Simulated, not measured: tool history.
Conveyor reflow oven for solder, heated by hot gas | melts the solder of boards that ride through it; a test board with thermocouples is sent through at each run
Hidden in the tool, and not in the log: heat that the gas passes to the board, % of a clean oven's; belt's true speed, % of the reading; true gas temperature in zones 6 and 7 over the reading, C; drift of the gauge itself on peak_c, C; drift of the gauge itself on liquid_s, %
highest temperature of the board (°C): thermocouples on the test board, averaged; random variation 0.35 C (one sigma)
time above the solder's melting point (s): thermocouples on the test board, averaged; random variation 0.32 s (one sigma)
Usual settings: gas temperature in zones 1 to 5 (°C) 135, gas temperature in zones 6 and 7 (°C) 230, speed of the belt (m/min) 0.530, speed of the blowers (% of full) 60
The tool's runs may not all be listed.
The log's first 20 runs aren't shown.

| run | hour | gas temperature in zones 1 to 5 (°C) | gas temperature in zones 6 and 7 (°C) | speed of the belt (m/min) | speed of the blowers (% of full) | hours of work since the flux was cleaned out | hours of work since the belt drive was overhauled | hours of work since the thermocouples were changed | highest temperature of the board (°C) | time above the solder's melting point (s) |
|---|---|---|---|---|---|---|---|---|---|---|
|  | 322.1 | belt drive overhauled, speed set with a stopwatch, once more |
| 21 | 330.3 | 135 | 230 | 0.623 | 82 | 482 | 4 | 585 | 204.9 | 32.1 |
|  | 342.4 | flux residue cleaned out of gas plates and filters |
| 22 | 352.0 | 135 | 230 | 0.623 | 82 | 5 | 13 | 594 | 210.9 | 38.0 |
| 23 | 370.8 | 135 | 230 | 0.623 | 82 | 15 | 23 | 604 | 210.3 | 37.0 |
| 24 | 392.2 | 136 | 241 | 0.534 | 75 | 26 | 34 | 615 | 223.1 | 53.7 |
| 25 | 415.0 | 134 | 230 | 0.530 | 61 | 38 | 46 | 627 | 209.6 | 44.2 |
| 26 | 431.0 | 145 | 230 | 0.436 | 85 | 47 | 55 | 635 | 220.3 | 69.6 |
| 27 | 442.9 | 145 | 230 | 0.437 | 85 | 53 | 61 | 642 | 220.5 | 68.9 |
| 28 | 456.7 | 145 | 230 | 0.437 | 85 | 60 | 68 | 649 | 220.5 | 69.0 |
| 29 | 467.4 | 127 | 239 | 0.530 | 60 | 66 | 74 | 655 | 215.5 | 46.5 |
| 30 | 487.4 | 139 | 237 | 0.530 | 60 | 76 | 84 | 665 | 216.5 | 50.3 |
| 31 | 509.0 | 139 | 237 | 0.530 | 60 | 88 | 96 | 676 | 216.2 | 49.6 |

3 ways to go on from here, each from the tool as it stands after run 31. What would each give?
| A | 520.8 | 139 | 243 | 0.593 | 60 | 94 | 102 | 683 | ? | ? |
| B | 520.8 | 135 | 230 | 0.630 | 51 | 94 | 102 | 683 | ? | ? |
| C | 520.8 | 135 | 230 | 0.505 | 60 | 94 | 102 | 683 | ? | ? |

| run | highest temperature of the board (°C) | time above the solder's melting point (s) |
|---|---|---|
| A | 217.5 | 44.8 |
| B | 199.6 | 26.5 |
| C | 211.2 | 47.2 |
Without the tool's hidden state the same runs would have given:
| run | highest temperature of the board (°C) | time above the solder's melting point (s) |
|---|---|---|
| A | 220.4 | 46.7 |
| B | 202.2 | 29.3 |
| C | 213.9 | 49.6 |

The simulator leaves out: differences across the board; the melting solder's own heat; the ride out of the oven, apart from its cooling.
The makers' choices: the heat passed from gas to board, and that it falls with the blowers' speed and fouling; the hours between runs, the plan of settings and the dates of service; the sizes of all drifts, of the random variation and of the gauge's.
